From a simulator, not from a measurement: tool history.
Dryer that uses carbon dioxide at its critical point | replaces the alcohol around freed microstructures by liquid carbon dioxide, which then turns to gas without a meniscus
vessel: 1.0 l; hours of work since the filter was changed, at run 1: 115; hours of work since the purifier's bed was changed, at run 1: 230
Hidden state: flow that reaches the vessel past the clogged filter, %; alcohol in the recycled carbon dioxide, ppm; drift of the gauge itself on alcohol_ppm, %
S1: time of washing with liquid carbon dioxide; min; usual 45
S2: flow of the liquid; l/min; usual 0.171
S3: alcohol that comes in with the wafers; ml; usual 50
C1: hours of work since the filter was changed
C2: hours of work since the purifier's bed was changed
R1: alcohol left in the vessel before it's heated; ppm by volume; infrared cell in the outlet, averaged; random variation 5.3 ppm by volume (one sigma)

Run 1, hour 0.0: usual settings; C1 115; C2 230. Result: R1 143 ppm by volume.
Run 2, hour 21.8: usual settings; C1 127; C2 241. Result: R1 142 ppm by volume.
Run 3, hour 48.6: usual settings; C1 141; C2 255. Result: R1 147 ppm by volume.
Run 4, hour 82.0: usual settings; C1 158; C2 272. Result: R1 142 ppm by volume.
Run 5, hour 119.3: usual settings but S3 41 ml; C1 177; C2 292. Result: R1 130 ppm by volume.
Run 6, hour 150.5: usual settings but S3 41 ml; C1 194; C2 308. Result: R1 127 ppm by volume.
Run 7, hour 182.2: usual settings but S2 0.235 l/min, S3 29 ml; C1 210; C2 324. Result: R1 37 ppm by volume.
Run 8, hour 218.1: usual settings but S1 72 min, S2 0.163 l/min, S3 80 ml; C1 229; C2 343. Result: R1 25 ppm by volume.
Run 9, hour 254.5: usual settings but S1 44 min, S3 27 ml; C1 248; C2 362. Result: R1 116 ppm by volume.
Run 10, hour 288.7: usual settings but S1 44 min, S3 57 ml; C1 265; C2 380. Result: R1 223 ppm by volume.

The same runs without the tool's hidden state, with the same run-to-run variation:
run   R1
  1  113
  2  110
  3  113
  4  105
  5   93
  6   88
  7   18
  8    4
  9   73
 10  148
